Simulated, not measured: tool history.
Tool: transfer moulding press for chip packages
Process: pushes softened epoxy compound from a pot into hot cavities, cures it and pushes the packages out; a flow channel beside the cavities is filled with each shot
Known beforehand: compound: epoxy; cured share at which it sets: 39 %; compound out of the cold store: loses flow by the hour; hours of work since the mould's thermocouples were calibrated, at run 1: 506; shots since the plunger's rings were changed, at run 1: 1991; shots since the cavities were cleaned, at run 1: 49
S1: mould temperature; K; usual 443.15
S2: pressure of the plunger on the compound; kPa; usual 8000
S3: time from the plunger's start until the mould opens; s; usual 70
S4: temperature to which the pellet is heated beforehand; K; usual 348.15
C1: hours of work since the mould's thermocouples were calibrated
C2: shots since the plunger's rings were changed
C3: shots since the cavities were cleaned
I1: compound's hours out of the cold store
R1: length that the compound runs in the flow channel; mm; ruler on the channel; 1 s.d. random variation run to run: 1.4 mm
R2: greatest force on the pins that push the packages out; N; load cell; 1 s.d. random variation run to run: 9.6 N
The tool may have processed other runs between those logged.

run 1 day=0 | S1=443.15 S2=8000 S3=70 S4=348.15 | C1=506 C2=1991 C3=49 | I1=17.4 | R1=969 R2=495
run 2 day=0.733 | S1=443.15 S2=8000 S3=70 S4=348.15 | C1=518 C2=2263 C3=321 | I1=44.2 | R1=846 R2=625
run 3 day=1.125 | S1=443.15 S2=7690 S3=70 S4=348.15 | C1=525 C2=2408 C3=466 | I1=24.7 | R1=911 R2=715
run 4 day=1.588 | S1=447.15 S2=7690 S3=70 S4=348.15 | C1=533 C2=2581 C3=639 | I1=46.6 | R1=806 R2=679
-- day=1.875 cavities cleaned with cleaning compound and waxed
run 5 day=2.567 | S1=447.15 S2=7690 S3=70 S4=348.15 | C1=549 C2=2920 C3=257 | I1=29.2 | R1=871 R2=552
-- day=2.979 plunger's sealing rings changed
run 6 day=3.071 | S1=443.15 S2=8000 S3=70 S4=348.15 | C1=556 C2=34 C3=405 | I1=43.4 | R1=868 R2=639
run 7 day=3.862 | S1=443.15 S2=8000 S3=70 S4=348.15 | C1=570 C2=329 C3=700 | I1=45.3 | R1=855 R2=756
-- day=3.983 cavities cleaned with cleaning compound and waxed
run 8 day=4.712 | S1=437.15 S2=8000 S3=70 S4=348.15 | C1=583 C2=621 C3=271 | I1=32.8 | R1=933 R2=809
run 9 day=5.629 | S1=443.15 S2=7170 S3=70 S4=348.15 | C1=599 C2=960 C3=610 | I1=16.8 | R1=926 R2=804
-- day=6.008 cavities cleaned with cleaning compound and waxed
-- day=6.208 mould's thermocouples calibrated
run 10 day=6.271 | S1=443.15 S2=7170 S3=70 S4=348.15 | C1=1 C2=1144 C3=65 | I1=20.2 | R1=911 R2=497
run 11 day=7.146 | S1=443.15 S2=8000 S3=70 S4=349.15 | C1=16 C2=1469 C3=390 | I1=38.8 | R1=878 R2=674
run 12 day=7.617 | S1=443.15 S2=8000 S3=70 S4=349.15 | C1=24 C2=1644 C3=565 | I1=33 | R1=902 R2=733
-- day=8.071 cavities cleaned with cleaning compound and waxed
run 13 day=8.283 | S1=443.15 S2=8000 S3=65 S4=348.15 | C1=35 C2=1869 C3=79 | I1=35.2 | R1=890 R2=571
run 14 day=8.679 | S1=443.15 S2=8000 S3=70 S4=348.15 | C1=42 C2=2016 C3=226 | I1=13.8 | R1=991 R2=628
run 15 day=9.55 | S1=447.15 S2=9410 S3=77 S4=358.15 | C1=57 C2=2338 C3=548 | I1=20.9 | R1=1013 R2=639
-- day=10.058 cavities cleaned with cleaning compound and waxed
run 16 day=10.488 | S1=438.15 S2=9560 S3=77 S4=358.15 | C1=72 C2=2662 C3=159 | I1=15 | R1=1092 R2=603
run 17 day=11.212 | S1=443.15 S2=8000 S3=70 S4=341.15 | C1=85 C2=2933 C3=430 | I1=20.9 | R1=951 R2=723
-- day=11.621 plunger's sealing rings changed
run 18 day=11.854 | S1=443.15 S2=8170 S3=70 S4=341.15 | C1=94 C2=87 C3=629 | I1=26.6 | R1=951 R2=823
-- day=12.154 cavities cleaned with cleaning compound and waxed
run 19 day=12.85 | S1=443.15 S2=8000 S3=91 S4=348.15 | C1=110 C2=432 C3=257 | I1=18.5 | R1=976 R2=537
run 20 day=13.658 | S1=443.15 S2=8000 S3=91 S4=348.15 | C1=124 C2=733 C3=558 | I1=26 | R1=938 R2=617
-- day=14.129 cavities cleaned with cleaning compound and waxed
run 21 day=14.379 | S1=443.15 S2=8000 S3=91 S4=348.15 | C1=136 C2=976 C3=92 | I1=42.3 | R1=867 R2=445
run 22 day=14.858 | S1=443.15 S2=8000 S3=70 S4=341.15 | C1=144 C2=1155 C3=271 | I1=43.1 | R1=863 R2=620
run 23 day=15.667 | S1=443.15 S2=8000 S3=70 S4=341.15 | C1=158 C2=1455 C3=571 | I1=25.4 | R1=936 R2=777
-- day=16.121 cavities cleaned with cleaning compound and waxed
run 24 day=16.538 | S1=443.15 S2=8000 S3=70 S4=341.15 | C1=172 C2=1755 C3=155 | I1=17.9 | R1=972 R2=592
run 25 day=16.983 | S1=443.15 S2=8000 S3=70 S4=341.15 | C1=180 C2=1920 C3=320 | I1=47.7 | R1=837 R2=632
run 26 day=17.829 | S1=435.15 S2=8940 S3=73 S4=341.15 | C1=194 C2=2233 C3=633 | I1=11.1 | R1=1104 R2=1235
-- day=18.146 cavities cleaned with cleaning compound and waxed
run 27 day=18.504 | S1=440.15 S2=8000 S3=57 S4=348.15 | C1=205 C2=2461 C3=133 | I1=38.9 | R1=883 R2=940

Selected run-to-run steps in R1, each split into two signed amounts: the part the tool would show with no hidden state at all (from settings, incoming material and random variation), and the remainder, which goes to the hidden state together with any gauge scatter not common to the measured and the hidden-state-free results:
Hidden conditions of the tool in this case: true mould temperature over the reading, C; pressure that reaches the compound, % of what is set; grip of the stained cavities, % over clean ones'; drift of the gauge itself on flow_mm, %; drift of the gauge itself on push_out_n, %.
Run 5 -> 6: S1 447.15 -> 443.15, S2 7690 -> 8000, plunger's sealing rings changed. R1 -3 mm: hidden state +20, all else -23.
Run 17 -> 18: S2 8000 -> 8170, plunger's sealing rings changed. R1 +0 mm: hidden state +19, all else -19.
Run 25 -> 26: S1 443.15 -> 435.15, S2 8000 -> 8940, S3 70 -> 73. R1 +267 mm: hidden state -7, all else +274.
Run 26 -> 27: S1 435.15 -> 440.15, S2 8940 -> 8000, S3 73 -> 57, S4 341.15 -> 348.15, cavities cleaned with cleaning compound and waxed. R1 -221 mm: hidden state +3, all else -224.
